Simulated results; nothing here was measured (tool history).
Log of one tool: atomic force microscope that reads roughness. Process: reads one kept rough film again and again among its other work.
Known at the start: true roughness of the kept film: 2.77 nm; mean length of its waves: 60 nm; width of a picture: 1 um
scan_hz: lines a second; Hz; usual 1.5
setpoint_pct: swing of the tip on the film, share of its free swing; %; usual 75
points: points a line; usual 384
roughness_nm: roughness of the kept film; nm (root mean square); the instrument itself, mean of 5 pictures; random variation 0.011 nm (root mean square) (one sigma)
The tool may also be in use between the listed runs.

{"run": 1, "day": 0.0, "scan_hz": 1.5, "setpoint_pct": 75, "points": 384, "roughness_nm": 2.316}
{"day": 0.171, "done": "new tip fitted"}
{"run": 2, "day": 1.371, "scan_hz": 1.5, "setpoint_pct": 75, "points": 772, "roughness_nm": 2.399}
{"day": 2.596, "done": "new tip fitted"}
{"run": 3, "day": 2.996, "scan_hz": 1.5, "setpoint_pct": 75, "points": 772, "roughness_nm": 2.493}
{"run": 4, "day": 4.371, "scan_hz": 1.5, "setpoint_pct": 75, "points": 772, "roughness_nm": 2.386}
{"day": 5.012, "done": "new tip fitted"}
{"run": 5, "day": 5.679, "scan_hz": 1.5, "setpoint_pct": 75, "points": 772, "roughness_nm": 2.478}
{"run": 6, "day": 6.938, "scan_hz": 1.5, "setpoint_pct": 75, "points": 384, "roughness_nm": 2.359}
{"day": 7.471, "done": "new tip fitted"}
{"run": 7, "day": 7.838, "scan_hz": 1.5, "setpoint_pct": 75, "points": 384, "roughness_nm": 2.501}
{"run": 8, "day": 8.938, "scan_hz": 0.98, "setpoint_pct": 75, "points": 384, "roughness_nm": 2.446}
{"day": 9.842, "done": "new tip fitted"}
{"run": 9, "day": 10.058, "scan_hz": 0.98, "setpoint_pct": 68, "points": 384, "roughness_nm": 2.604}
{"run": 10, "day": 10.721, "scan_hz": 0.98, "setpoint_pct": 68, "points": 384, "roughness_nm": 2.537}
{"run": 11, "day": 11.5, "scan_hz": 1.5, "setpoint_pct": 87, "points": 384, "roughness_nm": 2.254}
{"day": 12.271, "done": "new tip fitted"}
{"run": 12, "day": 12.746, "scan_hz": 1.5, "setpoint_pct": 87, "points": 384, "roughness_nm": 2.378}
{"run": 13, "day": 14.146, "scan_hz": 1.5, "setpoint_pct": 87, "points": 384, "roughness_nm": 2.264}
{"day": 14.633, "done": "new tip fitted"}
{"run": 14, "day": 14.942, "scan_hz": 3.13, "setpoint_pct": 75, "points": 384, "roughness_nm": 2.356}
{"run": 15, "day": 15.679, "scan_hz": 1.5, "setpoint_pct": 60, "points": 384, "roughness_nm": 2.525}
{"run": 16, "day": 16.725, "scan_hz": 1.5, "setpoint_pct": 60, "points": 282, "roughness_nm": 2.43}
{"day": 16.896, "done": "height scale calibrated on a step standard"}
{"day": 17.154, "done": "new tip fitted"}
{"run": 17, "day": 18.338, "scan_hz": 1.94, "setpoint_pct": 75, "points": 384, "roughness_nm": 2.375}
{"run": 18, "day": 19.288, "scan_hz": 1.5, "setpoint_pct": 75, "points": 384, "roughness_nm": 2.337}
{"day": 19.571, "done": "new tip fitted"}
{"day": 20.812, "done": "height scale calibrated on a step standard, once more"}
{"run": 19, "day": 20.812, "scan_hz": 1.5, "setpoint_pct": 75, "points": 384, "roughness_nm": 2.387}
{"day": 22.075, "done": "new tip fitted"}
{"run": 20, "day": 22.254, "scan_hz": 0.93, "setpoint_pct": 63, "points": 408, "roughness_nm": 2.605}
{"run": 21, "day": 23.746, "scan_hz": 0.96, "setpoint_pct": 63, "points": 503, "roughness_nm": 2.45}
{"day": 24.525, "done": "new tip fitted"}
{"run": 22, "day": 24.575, "scan_hz": 1.25, "setpoint_pct": 76, "points": 384, "roughness_nm": 2.509}
{"run": 23, "day": 25.646, "scan_hz": 1.52, "setpoint_pct": 75, "points": 565, "roughness_nm": 2.395}
{"run": 24, "day": 26.788, "scan_hz": 1.52, "setpoint_pct": 75, "points": 565, "roughness_nm": 2.3}
{"day": 26.888, "done": "new tip fitted"}
{"run": 25, "day": 27.879, "scan_hz": 1.52, "setpoint_pct": 75, "points": 565, "roughness_nm": 2.412}
{"run": 26, "day": 28.971, "scan_hz": 1.42, "setpoint_pct": 70, "points": 553, "roughness_nm": 2.35}
{"day": 29.275, "done": "new tip fitted"}
{"run": 27, "day": 30.042, "scan_hz": 1.42, "setpoint_pct": 70, "points": 553, "roughness_nm": 2.49}
{"run": 28, "day": 30.767, "scan_hz": 1.42, "setpoint_pct": 64, "points": 887, "roughness_nm": 2.475}
{"run": 29, "day": 31.55, "scan_hz": 0.73, "setpoint_pct": 64, "points": 887, "roughness_nm": 2.424}
{"day": 31.679, "done": "new tip fitted"}
{"run": 30, "day": 32.258, "scan_hz": 2.84, "setpoint_pct": 79, "points": 345, "roughness_nm": 2.281}
{"run": 31, "day": 33.212, "scan_hz": 0.54, "setpoint_pct": 75, "points": 340, "roughness_nm": 2.48}
{"run": 32, "day": 34.012, "scan_hz": 1.5, "setpoint_pct": 59, "points": 384, "roughness_nm": 2.396}
{"day": 34.108, "done": "new tip fitted"}
{"run": 33, "day": 35.054, "scan_hz": 1.88, "setpoint_pct": 59, "points": 293, "roughness_nm": 2.5}
{"day": 36.546, "done": "new tip fitted"}
{"run": 34, "day": 36.65, "scan_hz": 3.08, "setpoint_pct": 70, "points": 997, "roughness_nm": 2.431}
{"run": 35, "day": 37.488, "scan_hz": 1.2, "setpoint_pct": 70, "points": 997, "roughness_nm": 2.476}
{"run": 36, "day": 38.217, "scan_hz": 1.5, "setpoint_pct": 75, "points": 341, "roughness_nm": 2.34}
{"day": 38.979, "done": "new tip fitted"}
{"run": 37, "day": 39.571, "scan_hz": 1.5, "setpoint_pct": 75, "points": 341, "roughness_nm": 2.451}

Forecast each of these 4 alternatives for the next run:
{"run": "A", "day": 40.471, "scan_hz": 1.5, "setpoint_pct": 88, "points": 341, "roughness_nm": "?"}
{"run": "B", "day": 40.471, "scan_hz": 1.5, "setpoint_pct": 72, "points": 303, "roughness_nm": "?"}
{"run": "C", "day": 40.471, "scan_hz": 0.66, "setpoint_pct": 75, "points": 315, "roughness_nm": "?"}
{"run": "D", "day": 40.471, "scan_hz": 0.54, "setpoint_pct": 80, "points": 274, "roughness_nm": "?"}

run=A roughness_nm=2.26
run=B roughness_nm=2.408
run=C roughness_nm=2.463
run=D roughness_nm=2.437
Without the tool's hidden state the same runs would have given:
run=A roughness_nm=2.394
run=B roughness_nm=2.551
run=C roughness_nm=2.609
run=D roughness_nm=2.581
